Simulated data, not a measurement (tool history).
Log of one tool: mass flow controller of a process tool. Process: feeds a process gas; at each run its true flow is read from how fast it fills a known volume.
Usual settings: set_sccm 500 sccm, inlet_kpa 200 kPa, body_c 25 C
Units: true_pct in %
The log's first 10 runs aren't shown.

run,day,set_sccm,inlet_kpa,body_c,hours of work since the controller was set to zero,hours of work since the controller was changed,true_pct
11,144.821,500,200,25,1029,6432,97.88
12,161.846,500,200,25,1199,6602,97.79
13,175.688,500,200,21,1338,6741,97.11
14,184.262,500,200,25,1423,6827,97.61
15,193.233,500,200,25,1513,6916,97.54
16,202.208,500,200,25,1603,7006,97.5
17,217.396,500,200,25,1755,7158,97.36
18,225.279,500,200,29,1834,7237,97.74
19,243.562,500,148,25,2017,7420,96.96
20,258.246,500,200,25,2164,7567,97.16
21,267.417,500,200,25,2256,7659,97.14
22,277.838,500,200,25,2360,7763,97.18
23,288.275,500,200,40,2465,7868,98.6
24,302.575,116,255,24,2608,8011,96.09
25,317.958,116,255,24,2762,8165,96.01
26,328.425,163,258,24,2866,8270,96.1
27,338.979,163,157,35,2972,8375,96.55
28,356.654,500,262,30,3149,8552,97.56
29,370.254,602,148,25,3285,8688,96.52

The next listed run, before its measurement:
30,380.179,296,148,40,3384,8788,?

true_pct: 97.11 %
Without the tool's hidden state the same run would have given true_pct 99.11 %.

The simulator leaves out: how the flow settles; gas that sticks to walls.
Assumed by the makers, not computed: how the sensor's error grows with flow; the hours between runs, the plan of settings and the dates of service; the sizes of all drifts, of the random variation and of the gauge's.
